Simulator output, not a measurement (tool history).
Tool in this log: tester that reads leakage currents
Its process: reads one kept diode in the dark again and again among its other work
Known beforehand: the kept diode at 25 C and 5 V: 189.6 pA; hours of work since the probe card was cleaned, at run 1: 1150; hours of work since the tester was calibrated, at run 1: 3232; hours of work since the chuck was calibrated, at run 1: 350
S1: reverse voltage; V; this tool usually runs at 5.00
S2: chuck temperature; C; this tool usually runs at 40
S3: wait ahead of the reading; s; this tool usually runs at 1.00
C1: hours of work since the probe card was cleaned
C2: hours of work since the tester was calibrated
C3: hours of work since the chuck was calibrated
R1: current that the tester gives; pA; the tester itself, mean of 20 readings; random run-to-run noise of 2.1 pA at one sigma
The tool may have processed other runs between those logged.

| run | day | S1 | S2 | S3 | C1 | C2 | C3 | R1 |
|---|---|---|---|---|---|---|---|---|
| 1 | 0.000 | 5.00 | 40 | 1.00 | 1150 | 3232 | 350 | 687.21 |
| 2 | 4.721 | 5.00 | 40 | 1.00 | 1204 | 3285 | 404 | 675.93 |
| 3 | 8.517 | 5.00 | 40 | 1.00 | 1247 | 3328 | 447 | 674.83 |
| 4 | 11.475 | 5.00 | 40 | 1.00 | 1280 | 3362 | 480 | 671.59 |
| 5 | 16.425 | 5.00 | 40 | 1.00 | 1337 | 3418 | 536 | 669.32 |
| 6 | 19.888 | 5.00 | 40 | 1.00 | 1376 | 3457 | 576 | 669.07 |
| 7 | 24.042 | 5.00 | 40 | 1.00 | 1423 | 3504 | 623 | 662.27 |
| 8 | 31.262 | 5.00 | 40 | 1.00 | 1505 | 3586 | 705 | 660.61 |
| 9 | 38.342 | 5.00 | 40 | 1.00 | 1585 | 3666 | 785 | 652.88 |
| 10 | 45.117 | 5.00 | 40 | 1.00 | 1662 | 3743 | 862 | 648.09 |
| 11 | 48.379 | 5.00 | 40 | 1.00 | 1699 | 3780 | 899 | 644.27 |
| 12 | 53.758 | 5.00 | 40 | 1.00 | 1760 | 3841 | 960 | 644.85 |
| 13 | 56.983 | 5.00 | 40 | 1.00 | 1796 | 3877 | 996 | 641.23 |
| 14 | 63.692 | 5.00 | 40 | 1.00 | 1872 | 3953 | 1072 | 634.07 |
| 15 | 69.033 | 5.00 | 22 | 1.00 | 1933 | 4014 | 1133 | 127.87 |
| 16 | 73.908 | 4.26 | 36 | 3.12 | 1988 | 4069 | 1188 | 406.50 |
| 17 | 80.975 | 4.26 | 54 | 3.12 | 2068 | 4149 | 1268 | 1777.63 |
| 18 | 85.317 | 1.89 | 44 | 0.91 | 2117 | 4198 | 1317 | 513.82 |
| 19 | 89.525 | 1.89 | 44 | 0.91 | 2165 | 4246 | 1365 | 510.13 |
| 20 | 93.838 | 6.77 | 59 | 1.00 | 2214 | 4295 | 1414 | 3278.15 |
| 21 | 98.004 | 6.77 | 59 | 1.00 | 2261 | 4342 | 1461 | 3235.77 |
| 22 | 103.575 | 5.00 | 27 | 0.94 | 2324 | 4405 | 1524 | 192.98 |
| 23 | 107.196 | 16.69 | 21 | 4.26 | 2365 | 4446 | 1565 | 212.83 |
| 24 | 113.258 | 4.96 | 60 | 1.84 | 2434 | 4515 | 1634 | 2935.50 |
|  | 116.000 | chuck's temperature calibrated |
| 25 | 120.362 | 8.54 | 37 | 0.64 | 2513 | 4595 | 49 | 725.99 |

Run 26 is up next; what results do you expect?
|  | 123.254 | probe card cleaned and baked |
| 26 | 126.383 | 8.54 | 37 | 0.64 | 35 | 4662 | 116 | ? |

Logged for run 26: R1 716.97 pA.
The same run, on a tool lacking any hidden state, would have yielded R1 738.07 pA.
